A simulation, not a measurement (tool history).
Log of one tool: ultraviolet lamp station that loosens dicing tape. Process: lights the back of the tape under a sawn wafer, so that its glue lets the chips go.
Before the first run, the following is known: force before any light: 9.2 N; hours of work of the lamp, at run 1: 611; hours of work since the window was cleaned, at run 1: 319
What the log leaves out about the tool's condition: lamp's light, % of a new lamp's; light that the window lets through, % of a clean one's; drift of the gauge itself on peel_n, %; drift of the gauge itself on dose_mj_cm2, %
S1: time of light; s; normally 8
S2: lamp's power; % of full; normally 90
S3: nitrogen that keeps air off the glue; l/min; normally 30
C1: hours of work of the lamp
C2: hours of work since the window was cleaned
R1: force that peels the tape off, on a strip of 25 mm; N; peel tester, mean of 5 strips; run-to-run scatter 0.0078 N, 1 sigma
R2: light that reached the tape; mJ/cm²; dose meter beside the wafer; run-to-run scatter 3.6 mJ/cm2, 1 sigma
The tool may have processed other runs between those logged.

Run 1, hour 0: usual settings; C1 611; C2 319. Result: R1 1.147 N, R2 344 mJ/cm².
Run 2, hour 13.5: usual settings but S1 7 s; C1 621; C2 329. Result: R1 1.458 N, R2 305 mJ/cm².
Run 3, hour 25.6: usual settings but S1 6 s; C1 630; C2 338. Result: R1 1.93 N, R2 258 mJ/cm².
Run 4, hour 36.1: usual settings but S1 6 s; C1 638; C2 346. Result: R1 1.991 N, R2 251 mJ/cm².
Run 5, hour 54.3: usual settings but S1 6 s; C1 652; C2 360. Result: R1 2.092 N, R2 250 mJ/cm².
Run 6, hour 68.5: usual settings but S1 6 s; C1 663; C2 370. Result: R1 2.075 N, R2 242 mJ/cm².
Run 7, hour 83.5: usual settings but S1 6 s; C1 674; C2 382. Result: R1 2.138 N, R2 238 mJ/cm².
Run 8, hour 95.4: usual settings; C1 683; C2 391. Result: R1 1.345 N, R2 313 mJ/cm².
Run 9, hour 113: usual settings; C1 696; C2 404. Result: R1 1.437 N, R2 308 mJ/cm².
Run 10, hour 126.3: usual settings; C1 707; C2 414. Result: R1 1.458 N, R2 302 mJ/cm².
Run 11, hour 148.5: usual settings but S2 81 % of full; C1 723; C2 431. Result: R1 1.782 N, R2 268 mJ/cm².
Run 12, hour 163.6: usual settings but S2 81 % of full; C1 735; C2 443. Result: R1 1.847 N, R2 264 mJ/cm².
At hour 169: lamp changed.
Run 13, hour 174.8: usual settings but S2 81 % of full; C1 4; C2 450. Result: R1 0.617 N, R2 447 mJ/cm².
Run 14, hour 184.3: usual settings but S1 4 s, S2 81 % of full; C1 12; C2 457. Result: R1 2.245 N, R2 225 mJ/cm².
Run 15, hour 206.2: usual settings but S1 4 s, S2 81 % of full; C1 28; C2 474. Result: R1 2.268 N, R2 219 mJ/cm².
Run 16, hour 227.4: usual settings but S1 4 s, S2 81 % of full; C1 44; C2 490. Result: R1 2.371 N, R2 218 mJ/cm².
Run 17, hour 240.5: usual settings but S1 6 s; C1 54; C2 500. Result: R1 1.057 N, R2 363 mJ/cm².
Run 18, hour 254.6: usual settings but S1 6 s; C1 65; C2 511. Result: R1 1.034 N, R2 358 mJ/cm².
At hour 259.7: window cleaned of glue's vapour.
Run 19, hour 265: usual settings but S1 6 s; C1 72; C2 4. Result: R1 1.143 N, R2 351 mJ/cm².
Run 20, hour 282.5: usual settings but S1 13 s; C1 86; C2 17. Result: R1 0.175 N, R2 738 mJ/cm².
Run 21, hour 295.2: usual settings but S1 13 s; C1 95; C2 27. Result: R1 0.179 N, R2 735 mJ/cm².
Run 22, hour 306.2: usual settings but S1 13 s; C1 104; C2 35. Result: R1 0.175 N, R2 727 mJ/cm².
Run 23, hour 322.7: usual settings but S1 7 s, S2 65 % of full; C1 116; C2 48. Result: R1 1.692 N, R2 281 mJ/cm².
Run 24, hour 345.1: usual settings but S1 7 s, S2 65 % of full, S3 12 l/min; C1 133; C2 65. Result: R1 2.781 N, R2 272 mJ/cm².
Run 25, hour 365.1: usual settings but S2 61 % of full, S3 33 l/min; C1 148; C2 80. Result: R1 1.475 N, R2 288 mJ/cm².
Run 26, hour 381: usual settings but S1 7 s, S2 63 % of full, S3 11 l/min; C1 160; C2 92. Result: R1 3.212 N, R2 250 mJ/cm².
At hour 394.9: window cleaned of glue's vapour, once more.
Run 27, hour 396.5: usual settings but S1 7 s, S2 63 % of full, S3 11 l/min; C1 172; C2 1. Result: R1 2.425 N, R2 322 mJ/cm².
Run 28, hour 419.1: usual settings but S1 7 s, S2 63 % of full, S3 11 l/min; C1 189; C2 18. Result: R1 2.468 N, R2 319 mJ/cm².
Run 29, hour 436.2: usual settings but S1 7 s, S2 63 % of full, S3 11 l/min; C1 202; C2 31. Result: R1 2.508 N, R2 318 mJ/cm².
Run 30, hour 459.4: usual settings but S2 76 % of full, S3 47 l/min; C1 219; C2 49. Result: R1 0.499 N, R2 423 mJ/cm².
Run 31, hour 474.7: usual settings but S1 14 s, S2 76 % of full, S3 47 l/min; C1 231; C2 60. Result: R1 0.125 N, R2 742 mJ/cm².
Run 32, hour 485.7: usual settings but S1 9 s, S2 82 % of full, S3 34 l/min; C1 239; C2 69. Result: R1 0.415 N, R2 508 mJ/cm².
Run 33, hour 495.1: usual settings but S1 6 s, S3 58 l/min; C1 247; C2 76. Result: R1 0.614 N, R2 373 mJ/cm².
Run 34, hour 506.7: usual settings but S1 6 s, S3 58 l/min; C1 255; C2 85. Result: R1 0.639 N, R2 367 mJ/cm².
Run 35, hour 526.3: usual settings but S1 15 s, S3 18 l/min; C1 270; C2 100. Result: R1 0.168 N, R2 898 mJ/cm².
Run 36, hour 545.9: usual settings but S1 15 s, S3 18 l/min; C1 285; C2 114. Result: R1 0.184 N, R2 884 mJ/cm².
Run 37, hour 569: usual settings but S1 10 s, S2 70 % of full, S3 59 l/min; C1 303; C2 132. Result: R1 0.358 N, R2 454 mJ/cm².
Run 38, hour 585.9: usual settings but S1 10 s, S2 70 % of full, S3 59 l/min; C1 315; C2 145. Result: R1 0.375 N, R2 441 mJ/cm².
Run 39, hour 602.2: usual settings but S1 4 s, S2 74 % of full, S3 40 l/min; C1 328; C2 157. Result: R1 2.608 N, R2 184 mJ/cm².
Run 40, hour 618: usual settings but S1 5 s, S2 70 % of full, S3 12 l/min; C1 340; C2 169. Result: R1 3.667 N, R2 216 mJ/cm².
Run 41, hour 637.5: usual settings but S1 4 s, S2 82 % of full; C1 354; C2 184. Result: R1 2.744 N, R2 200 mJ/cm².
Run 42, hour 653.9: usual settings but S1 5 s; C1 367; C2 196. Result: R1 1.758 N, R2 268 mJ/cm².
Run 43, hour 672.7: usual settings but S1 5 s, S3 13 l/min; C1 381; C2 211. Result: R1 2.843 N, R2 268 mJ/cm².

Predict each of these 4 candidate next runs independently; none follows another, all start after run 43:
Run A, hour 693.3: usual settings but S1 13 s, S2 65 % of full; C1 397; C2 226. Result: R1 ?, R2 ?.
Run B, hour 693.3: usual settings but S1 4 s, S2 82 % of full, S3 52 l/min; C1 397; C2 226. Result: R1 ?, R2 ?.
Run C, hour 693.3: usual settings but S1 5 s, S3 22 l/min; C1 397; C2 226. Result: R1 ?, R2 ?.
Run D, hour 693.3: usual settings but S3 52 l/min; C1 397; C2 226. Result: R1 ?, R2 ?.

run     R1   R2
  A  0.516  487
  B    2.2  192
  C  2.163  263
  D  0.488  420
Take away the tool's hidden state, keep each run's random variation, and the runs would have read:
run     R1   R2
  A    0.2  702
  B  1.208  275
  C  1.178  379
  D  0.192  604
